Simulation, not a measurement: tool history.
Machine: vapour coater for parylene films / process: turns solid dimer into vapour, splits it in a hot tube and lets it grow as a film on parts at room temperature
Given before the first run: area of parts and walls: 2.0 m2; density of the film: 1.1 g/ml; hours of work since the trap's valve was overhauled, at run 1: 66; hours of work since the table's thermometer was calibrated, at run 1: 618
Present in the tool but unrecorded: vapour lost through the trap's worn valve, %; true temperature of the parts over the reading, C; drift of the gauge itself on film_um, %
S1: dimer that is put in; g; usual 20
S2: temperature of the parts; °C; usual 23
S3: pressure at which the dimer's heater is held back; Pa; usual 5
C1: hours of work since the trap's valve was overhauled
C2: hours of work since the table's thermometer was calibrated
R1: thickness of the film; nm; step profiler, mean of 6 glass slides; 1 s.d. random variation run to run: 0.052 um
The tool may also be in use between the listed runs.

run	hour	S1	S2	S3	C1	C2	R1
1	0	20	23	5	66	618	6610
2	51.6	20	23	5	108	660	6400
3	92.5	20	23	5	141	693	6360
4	127.5	20	23	5	169	721	6210
5	171.9	20	23	5	205	757	6100
# hour 189.7: trap's valve overhauled
6	200.3	20	23	5.09	9	777	6830
7	236.8	20	23	5.09	38	807	6680
# hour 241.5: table's thermometer calibrated
8	287.1	20	23	5	78	37	6620
9	321.6	20	23	5	106	65	6500
# hour 327.3: table's thermometer calibrated, once more
10	368.6	26	23	7.52	143	33	7450
11	394.8	15	17	4.8	164	55	6150
12	431	16	18	9.73	194	84	5290
# hour 464.7: trap's valve overhauled
13	465.8	16	18	9.73	1	109	5820
14	503.2	32	26	3.53	31	139	10150
15	537.3	32	26	3.53	59	167	9920
16	580.4	20	23	5.67	94	202	6270
17	617.8	20	16	2.23	124	232	8400
18	659.6	11	28	8.91	158	266	2350

Pick out some run-to-run changes in R1. Of each, how much would a tool without hidden state show as well, from the settings, what came in and chance, and how much is left for the hidden state and any gauge scatter not in both results compared?
Run 5 -> 6: S3 5 -> 5.09, trap's valve overhauled. R1 +730 nm: hidden state +710, all else +20.
Run 17 -> 18: S1 20 -> 11, S2 16 -> 28, S3 2.23 -> 8.91. R1 -6050 nm: hidden state +390, all else -6440.

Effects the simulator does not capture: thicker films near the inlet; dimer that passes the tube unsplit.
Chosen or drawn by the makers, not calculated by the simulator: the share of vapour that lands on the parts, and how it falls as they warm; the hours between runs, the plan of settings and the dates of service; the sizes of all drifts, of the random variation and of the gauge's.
